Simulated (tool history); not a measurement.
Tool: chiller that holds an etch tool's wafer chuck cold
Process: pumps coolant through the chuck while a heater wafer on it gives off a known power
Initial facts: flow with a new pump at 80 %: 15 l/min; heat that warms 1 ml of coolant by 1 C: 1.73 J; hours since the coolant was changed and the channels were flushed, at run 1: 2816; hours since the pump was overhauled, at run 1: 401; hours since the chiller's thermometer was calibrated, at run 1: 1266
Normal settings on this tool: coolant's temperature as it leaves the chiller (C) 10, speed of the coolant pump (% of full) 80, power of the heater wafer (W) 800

run	hour	coolant's temperature as it leaves the chiller (C)	speed of the coolant pump (% of full)	power of the heater wafer (W)	hours since the coolant was changed and the channels were flushed	hours since the pump was overhauled	hours since the chiller's thermometer was calibrated	chuck's temperature once it has settled (C)	how much warmer the coolant comes back (C)
1	0	10	80	800	2816	401	1266	15	1.84
2	71.1	10	80	800	2888	472	1337	15	1.81
3	118.4	10	80	800	2935	519	1385	14.9	1.86
4	215.6	10	80	800	3032	616	1482	15.1	1.79
5	311.1	10	80	800	3127	712	1577	15	1.8
6	385.6	10	80	800	3202	786	1652	14.9	1.76
7	454.2	10	80	800	3271	855	1720	15	1.73
8	552.1	4	80	800	3369	953	1818	9.2	1.73
9	654.4	4	80	800	3471	1055	1921	9.1	1.7
10	757.1	4	80	800	3574	1158	2023	9	1.7
# hour 815.6: chiller's thermometer calibrated
11	846.8	4	80	800	3662	1246	31	8.9	1.69
12	929.9	10	80	936	3745	1330	114	15.7	1.98
13	985.3	15	80	800	3801	1385	170	20.2	1.67
# hour 991.3: gauge calibrated
14	1073.3	10	87	800	3889	1473	258	14.6	1.68
15	1150.6	11	70	1197	3966	1550	335	19.6	3.19
16	1227.3	11	70	1197	4043	1627	412	19.4	3.15
17	1319.3	11	70	1197	4135	1719	504	19.5	3.15
18	1404.8	11	60	503	4220	1804	589	15	1.52
19	1496.2	11	60	503	4312	1896	681	15.1	1.48
20	1542.1	19	80	629	4357	1942	727	22.8	1.35
21	1617.9	10	62	924	4433	2018	802	17.2	2.74
22	1670.9	10	62	634	4486	2071	855	15	1.83
23	1741.4	10	62	634	4557	2141	926	14.9	1.8

Branching from run 23: 3 alternative next runs. What would each branch give?
A	1787	2	83	660	4602	2187	971	?	?
B	1787	10	80	851	4602	2187	971	?	?
C	1787	2	70	475	4602	2187	971	?	?

run	chuck's temperature once it has settled (C)	how much warmer the coolant comes back (C)
A	6	1.27
B	15.3	1.8
C	5.3	1.11
With the hidden condition removed and each run's random variation left untouched, the same runs would have given:
run	chuck's temperature once it has settled (C)	how much warmer the coolant comes back (C)
A	6	1.43
B	15.3	1.95
C	5.3	1.26
